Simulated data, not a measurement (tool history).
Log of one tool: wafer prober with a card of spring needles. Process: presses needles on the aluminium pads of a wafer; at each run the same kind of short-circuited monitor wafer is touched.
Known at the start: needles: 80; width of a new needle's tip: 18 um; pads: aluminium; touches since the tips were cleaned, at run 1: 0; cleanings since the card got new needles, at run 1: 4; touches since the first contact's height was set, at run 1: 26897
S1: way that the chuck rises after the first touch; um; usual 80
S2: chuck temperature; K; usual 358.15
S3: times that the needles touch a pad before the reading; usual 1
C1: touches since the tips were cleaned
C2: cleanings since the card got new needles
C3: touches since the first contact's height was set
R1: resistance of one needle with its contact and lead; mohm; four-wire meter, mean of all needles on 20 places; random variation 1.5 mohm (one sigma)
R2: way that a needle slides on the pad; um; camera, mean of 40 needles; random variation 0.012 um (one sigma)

| run | hour | S1 | S2 | S3 | C1 | C2 | C3 | R1 | R2 |
|---|---|---|---|---|---|---|---|---|---|
| 1 | 0.0 | 80 | 358.15 | 1 | 0 | 4 | 26897 | 147 | 21.79 |
| 2 | 6.6 | 80 | 358.15 | 1 | 1529 | 4 | 28426 | 158 | 21.80 |
| 3 | 11.8 | 80 | 358.15 | 1 | 2748 | 4 | 29645 | 165 | 21.80 |
| 4 | 19.4 | 80 | 358.15 | 1 | 4515 | 4 | 31412 | 172 | 21.80 |
|  | 23.8 | tips cleaned on abrasive film |
| 5 | 26.7 | 80 | 358.15 | 1 | 655 | 5 | 33082 | 149 | 21.78 |
| 6 | 34.1 | 80 | 358.15 | 1 | 2379 | 5 | 34806 | 161 | 21.79 |
| 7 | 38.6 | 80 | 358.15 | 1 | 3426 | 5 | 35853 | 164 | 21.76 |
| 8 | 43.4 | 80 | 358.15 | 1 | 4554 | 5 | 36981 | 172 | 21.79 |
|  | 48.6 | tips cleaned on abrasive film |
| 9 | 50.2 | 80 | 358.15 | 1 | 377 | 6 | 38541 | 149 | 21.74 |
| 10 | 54.9 | 80 | 358.15 | 1 | 1474 | 6 | 39638 | 155 | 21.76 |
| 11 | 65.1 | 80 | 358.15 | 1 | 3854 | 6 | 42018 | 169 | 21.74 |
|  | 73.0 | tips cleaned on abrasive film |
| 12 | 75.1 | 80 | 358.15 | 1 | 497 | 7 | 44321 | 152 | 21.74 |
| 13 | 79.9 | 80 | 358.15 | 1 | 1613 | 7 | 45437 | 154 | 21.71 |
| 14 | 86.0 | 80 | 302.15 | 1 | 3024 | 7 | 46848 | 157 | 21.73 |
| 15 | 92.7 | 61 | 304.15 | 2 | 4585 | 7 | 48409 | 164 | 16.52 |
|  | 97.2 | tips cleaned on abrasive film |
| 16 | 98.2 | 71 | 325.15 | 2 | 225 | 8 | 49676 | 140 | 19.24 |
| 17 | 104.1 | 93 | 323.15 | 3 | 1597 | 8 | 51048 | 141 | 25.29 |
| 18 | 110.2 | 68 | 355.15 | 2 | 3021 | 8 | 52472 | 161 | 18.42 |
| 19 | 117.5 | 68 | 355.15 | 2 | 4730 | 8 | 54181 | 164 | 18.41 |
|  | 121.3 | tips cleaned on abrasive film |
| 20 | 127.6 | 70 | 356.15 | 2 | 1467 | 9 | 56494 | 154 | 18.94 |
| 21 | 135.3 | 70 | 356.15 | 2 | 3258 | 9 | 58285 | 159 | 18.95 |
| 22 | 143.6 | 68 | 303.15 | 3 | 5202 | 9 | 60229 | 148 | 18.41 |
|  | 145.4 | tips cleaned on abrasive film |
|  | 146.7 | height of the first contact set anew |
| 23 | 152.3 | 100 | 351.15 | 2 | 1523 | 10 | 1290 | 146 | 27.36 |
| 24 | 160.4 | 100 | 351.15 | 2 | 3408 | 10 | 3175 | 153 | 27.36 |
|  | 169.7 | tips cleaned on abrasive film |
| 25 | 170.5 | 86 | 344.15 | 2 | 179 | 11 | 5509 | 140 | 23.54 |

Forecast each of these 5 alternatives for the next run:
| A | 180.7 | 86 | 344.15 | 1 | 2556 | 11 | 7886 | ? | ? |
| B | 180.7 | 80 | 358.15 | 2 | 2556 | 11 | 7886 | ? | ? |
| C | 180.7 | 88 | 358.15 | 2 | 2556 | 11 | 7886 | ? | ? |
| D | 180.7 | 86 | 344.15 | 2 | 2556 | 11 | 7886 | ? | ? |
| E | 180.7 | 86 | 331.15 | 2 | 2556 | 11 | 7886 | ? | ? |

| run | R1 | R2 |
|---|---|---|
| A | 159 | 23.51 |
| B | 154 | 21.89 |
| C | 153 | 24.05 |
| D | 147 | 23.52 |
| E | 149 | 23.50 |
Without the tool's hidden state the same runs would have given:
| run | R1 | R2 |
|---|---|---|
| A | 140 | 23.53 |
| B | 141 | 21.90 |
| C | 142 | 24.07 |
| D | 136 | 23.53 |
| E | 137 | 23.52 |

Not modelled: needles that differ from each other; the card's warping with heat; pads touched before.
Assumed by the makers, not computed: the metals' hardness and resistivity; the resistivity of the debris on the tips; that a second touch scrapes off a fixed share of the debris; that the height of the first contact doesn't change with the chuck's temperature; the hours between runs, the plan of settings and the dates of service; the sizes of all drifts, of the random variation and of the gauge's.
